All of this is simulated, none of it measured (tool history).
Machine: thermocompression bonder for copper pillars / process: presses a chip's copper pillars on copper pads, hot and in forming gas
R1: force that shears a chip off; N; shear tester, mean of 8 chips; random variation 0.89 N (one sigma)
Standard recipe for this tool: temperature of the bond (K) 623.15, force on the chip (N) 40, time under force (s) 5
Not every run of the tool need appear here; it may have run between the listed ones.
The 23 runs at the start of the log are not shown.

Run 24, day 17.525: usual settings but time under force (s) 8. Result: R1 72.7 N.
At day 17.746: forming gas filter changed.
Run 25, day 18.512: usual settings but temperature of the bond (K) 651.15, force on the chip (N) 37. Result: R1 81.1 N.
Run 26, day 19.375: usual settings but temperature of the bond (K) 651.15, force on the chip (N) 37. Result: R1 80.6 N.
Run 27, day 19.8: usual settings but temperature of the bond (K) 651.15, force on the chip (N) 36, time under force (s) 7. Result: R1 83.1 N.
Run 28, day 20.6: usual settings but temperature of the bond (K) 651.15, force on the chip (N) 36, time under force (s) 7. Result: R1 83.4 N.
Run 29, day 21.204: usual settings but force on the chip (N) 36. Result: R1 63.3 N.
Run 30, day 22.008: usual settings but force on the chip (N) 36. Result: R1 62.5 N.
Run 31, day 23.004: usual settings but force on the chip (N) 37, time under force (s) 12. Result: R1 81.3 N.
Run 32, day 23.558: usual settings but force on the chip (N) 43, time under force (s) 8. Result: R1 77.1 N.
At day 24.108: forming gas filter changed.
Run 33, day 24.429: usual settings but temperature of the bond (K) 615.15, force on the chip (N) 51, time under force (s) 4. Result: R1 71.7 N.
Run 34, day 25.188: usual settings but temperature of the bond (K) 617.15, force on the chip (N) 51, time under force (s) 3. Result: R1 66.1 N.
Run 35, day 25.988: usual settings but temperature of the bond (K) 651.15, force on the chip (N) 51, time under force (s) 6. Result: R1 91.9 N.
Run 36, day 26.833: usual settings but temperature of the bond (K) 628.15, force on the chip (N) 33, time under force (s) 6. Result: R1 68.7 N.
Run 37, day 27.25: usual settings but temperature of the bond (K) 648.15, force on the chip (N) 33, time under force (s) 7. Result: R1 79 N.
Run 38, day 27.871: usual settings but time under force (s) 9. Result: R1 77.3 N.
Run 39, day 28.7: usual settings but temperature of the bond (K) 613.15, force on the chip (N) 48, time under force (s) 3. Result: R1 58.7 N.
Run 40, day 29.471: usual settings but temperature of the bond (K) 619.15, time under force (s) 10. Result: R1 77.9 N.

Each row is a separate what-if for the run after 40, all from the same tool condition, not one after another. Results?
Run A, day 29.95: usual settings but time under force (s) 8. Result: R1 ?.
Run B, day 29.95: usual settings but temperature of the bond (K) 619.15, force on the chip (N) 41, time under force (s) 10. Result: R1 ?.
Run C, day 29.95: usual settings but temperature of the bond (K) 611.15, time under force (s) 4. Result: R1 ?.
Run D, day 29.95: usual settings but temperature of the bond (K) 619.15, force on the chip (N) 33, time under force (s) 10. Result: R1 ?.

run    R1
  A  74.2
  B  78.4
  C  54.5
  D  69.2
Without the tool's hidden state the same runs would have given:
run    R1
  A    84
  B  88.7
  C  62.1
  D  78.5

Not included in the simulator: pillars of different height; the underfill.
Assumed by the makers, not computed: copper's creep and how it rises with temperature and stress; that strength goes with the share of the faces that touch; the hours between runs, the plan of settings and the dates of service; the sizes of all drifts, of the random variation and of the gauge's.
